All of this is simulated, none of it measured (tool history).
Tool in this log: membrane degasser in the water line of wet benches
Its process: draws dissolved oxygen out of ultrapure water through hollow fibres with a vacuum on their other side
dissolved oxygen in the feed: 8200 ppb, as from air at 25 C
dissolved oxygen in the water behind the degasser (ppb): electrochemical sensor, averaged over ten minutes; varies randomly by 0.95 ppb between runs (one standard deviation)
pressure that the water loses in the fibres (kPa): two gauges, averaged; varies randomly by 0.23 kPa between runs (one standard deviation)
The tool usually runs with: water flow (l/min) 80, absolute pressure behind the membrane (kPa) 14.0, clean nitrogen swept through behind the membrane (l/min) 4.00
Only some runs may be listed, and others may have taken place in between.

run,hour,water flow (l/min),absolute pressure behind the membrane (kPa),clean nitrogen swept through behind the membrane (l/min),dissolved oxygen in the water behind the degasser (ppb),pressure that the water loses in the fibres (kPa)
1,0.0,80,14.0,4.00,459.9,57.82
2,214.4,80,14.0,4.00,460.6,57.87
3,395.1,80,14.0,4.00,459.7,57.99
4,585.8,80,14.0,4.00,460.8,58.10
5,764.9,80,14.0,4.00,460.1,58.00
6,926.3,80,14.0,4.00,461.1,58.38
7,1115.3,80,34.4,4.00,1205.5,58.28
8,1221.6,80,14.0,1.76,879.8,58.31
9,1395.8,80,14.0,1.76,881.0,58.71
# hour 1506.5: seals of the vacuum lines changed
10,1557.4,80,14.0,1.76,879.2,58.48
11,1789.9,80,14.0,1.76,876.8,58.72
12,1985.3,80,14.0,1.76,880.8,58.53
13,2121.7,80,14.0,1.76,879.3,58.50
14,2288.9,80,14.0,1.76,877.6,58.77
15,2476.7,61,14.0,1.76,717.5,45.00
16,2583.0,61,26.3,1.76,1413.0,45.02
# hour 2713.3: vacuum gauge calibrated
17,2733.8,92,14.0,5.82,376.6,67.56
18,2871.7,92,14.0,5.82,376.3,68.18
19,2979.8,108,10.9,3.77,453.2,79.33
20,3128.4,108,10.9,3.77,452.4,79.33
21,3352.0,108,10.9,3.77,452.5,80.17
22,3461.0,90,14.0,3.45,575.0,66.98
# hour 3481.4: gauge calibrated
23,3581.8,89,10.1,3.72,351.0,64.45
24,3692.2,77,14.0,3.01,565.0,55.63
25,3879.5,77,14.0,3.01,564.0,55.84
26,4108.8,80,14.0,5.36,357.8,58.15
27,4295.6,120,14.0,5.36,508.6,87.43
28,4535.0,49,25.1,7.39,337.7,35.81
29,4634.8,127,21.7,7.39,672.0,92.62
30,4832.2,127,21.7,7.39,675.4,92.92
31,5079.2,116,23.4,4.00,1100.7,84.59

Some steps in pressure that the water loses in the fibres (kPa), run to run, broken into two amounts with sign: the step expected even without the hidden condition (settings, incoming material, random variation), and the rest, left for the hidden condition together with whatever gauge scatter is not in both the measured and the hidden-condition-free result:
What the log doesn't record here: membrane still open, %; true pressure behind the membrane over the reading, kPa; air that leaks in behind the membrane, l/min; drift of the gauge itself on oxygen_ppb, %; drift of the gauge itself on loss_of_pressure_kpa, %.
Run 16 -> 17: water flow (l/min) 61 -> 92, absolute pressure behind the membrane (kPa) 26.3 -> 14.0, clean nitrogen swept through behind the membrane (l/min) 1.76 -> 5.82, vacuum gauge calibrated. pressure that the water loses in the fibres (kPa) +22.54: hidden state +0.53, all else +22.01.
Run 22 -> 23: water flow (l/min) 90 -> 89, absolute pressure behind the membrane (kPa) 14.0 -> 10.1, clean nitrogen swept through behind the membrane (l/min) 3.45 -> 3.72, gauge calibrated. pressure that the water loses in the fibres (kPa) -2.53: hidden state -1.71, all else -0.82.
Run 26 -> 27: water flow (l/min) 80 -> 120. pressure that the water loses in the fibres (kPa) +29.28: hidden state +0.28, all else +29.00.
Run 27 -> 28: water flow (l/min) 120 -> 49, absolute pressure behind the membrane (kPa) 14.0 -> 25.1, clean nitrogen swept through behind the membrane (l/min) 5.36 -> 7.39. pressure that the water loses in the fibres (kPa) -51.62: hidden state -0.27, all else -51.35.
Run 28 -> 29: water flow (l/min) 49 -> 127, absolute pressure behind the membrane (kPa) 25.1 -> 21.7. pressure that the water loses in the fibres (kPa) +56.81: hidden state +0.55, all else +56.26.

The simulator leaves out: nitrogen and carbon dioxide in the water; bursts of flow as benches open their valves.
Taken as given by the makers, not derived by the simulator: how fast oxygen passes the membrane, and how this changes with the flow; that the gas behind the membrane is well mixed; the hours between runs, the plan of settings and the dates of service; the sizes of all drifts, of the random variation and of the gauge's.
